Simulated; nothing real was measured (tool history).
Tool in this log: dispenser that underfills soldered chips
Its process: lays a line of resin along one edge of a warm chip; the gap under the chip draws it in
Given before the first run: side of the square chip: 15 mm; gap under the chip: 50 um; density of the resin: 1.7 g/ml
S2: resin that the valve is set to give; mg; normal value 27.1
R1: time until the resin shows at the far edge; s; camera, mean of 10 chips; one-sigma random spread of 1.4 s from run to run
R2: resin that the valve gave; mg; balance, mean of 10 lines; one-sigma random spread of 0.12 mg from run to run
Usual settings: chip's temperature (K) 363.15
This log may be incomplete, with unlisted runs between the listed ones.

run 1 hour=0.0 | chip's_temperature_(K)=363.15 S2=27.1 | R1=168.3 R2=25.48
-- hour=2.6 new syringe of resin
run 2 hour=10.2 | chip's_temperature_(K)=363.15 S2=27.1 | R1=167.2 R2=25.60
-- hour=12.8 new syringe of resin
-- hour=17.5 dispensing valve cleaned and set on the balance
run 3 hour=20.2 | chip's_temperature_(K)=363.15 S2=27.1 | R1=154.1 R2=26.95
-- hour=23.6 new syringe of resin
run 4 hour=31.2 | chip's_temperature_(K)=363.15 S2=27.1 | R1=165.5 R2=26.74
-- hour=34.3 new syringe of resin
run 5 hour=39.3 | chip's_temperature_(K)=363.15 S2=27.1 | R1=150.9 R2=26.78
-- hour=44.8 new syringe of resin
run 6 hour=47.1 | chip's_temperature_(K)=363.15 S2=27.1 | R1=143.0 R2=26.58
-- hour=54.8 new syringe of resin
run 7 hour=55.6 | chip's_temperature_(K)=363.15 S2=27.1 | R1=132.9 R2=26.34
-- hour=64.9 new syringe of resin
run 8 hour=66.7 | chip's_temperature_(K)=363.15 S2=27.1 | R1=138.8 R2=26.15
-- hour=74.9 new syringe of resin
run 9 hour=74.9 | chip's_temperature_(K)=360.15 S2=27.1 | R1=143.2 R2=26.08
-- hour=85.4 new syringe of resin
run 10 hour=85.4 | chip's_temperature_(K)=360.15 S2=27.1 | R1=144.5 R2=25.73
run 11 hour=92.0 | chip's_temperature_(K)=363.15 S2=26.0 | R1=164.1 R2=24.70
-- hour=95.4 new syringe of resin
run 12 hour=97.8 | chip's_temperature_(K)=375.15 S2=28.4 | R1=90.9 R2=26.94
-- hour=105.9 new syringe of resin
run 13 hour=106.1 | chip's_temperature_(K)=374.15 S2=27.1 | R1=87.6 R2=25.40
run 14 hour=112.0 | chip's_temperature_(K)=365.15 S2=26.1 | R1=147.8 R2=24.36
-- hour=114.8 dispensing valve cleaned and set on the balance
-- hour=117.2 new syringe of resin
run 15 hour=123.8 | chip's_temperature_(K)=358.15 S2=31.4 | R1=184.6 R2=31.15
-- hour=127.5 new syringe of resin
run 16 hour=129.4 | chip's_temperature_(K)=352.15 S2=25.1 | R1=211.8 R2=24.62
run 17 hour=136.4 | chip's_temperature_(K)=363.15 S2=34.2 | R1=162.5 R2=33.37
-- hour=137.5 new syringe of resin
run 18 hour=142.6 | chip's_temperature_(K)=363.15 S2=25.3 | R1=150.1 R2=24.78
-- hour=147.7 new syringe of resin
run 19 hour=152.3 | chip's_temperature_(K)=363.15 S2=25.3 | R1=151.9 R2=24.74
-- hour=157.8 new syringe of resin
run 20 hour=160.9 | chip's_temperature_(K)=349.15 S2=27.2 | R1=241.5 R2=26.25
run 21 hour=166.7 | chip's_temperature_(K)=363.15 S2=28.4 | R1=164.5 R2=27.37

Below are 3 alternative next runs, each starting from the tool's condition after run 21. Predict each:
-- hour=167.7 new syringe of resin
run A hour=172.5 | chip's_temperature_(K)=366.15 S2=31.4 | R1=? R2=?
-- hour=167.7 new syringe of resin
run B hour=172.5 | chip's_temperature_(K)=372.15 S2=28.0 | R1=? R2=?
-- hour=167.7 new syringe of resin
run C hour=172.5 | chip's_temperature_(K)=366.15 S2=34.9 | R1=? R2=?

run=A R1=129.4 R2=30.08
run=B R1=107.1 R2=26.84
run=C R1=130.1 R2=33.49
Without the tool's hidden state the same runs would have given:
run=A R1=118.0 R2=31.36
run=B R1=97.1 R2=27.98
run=C R1=118.9 R2=34.92
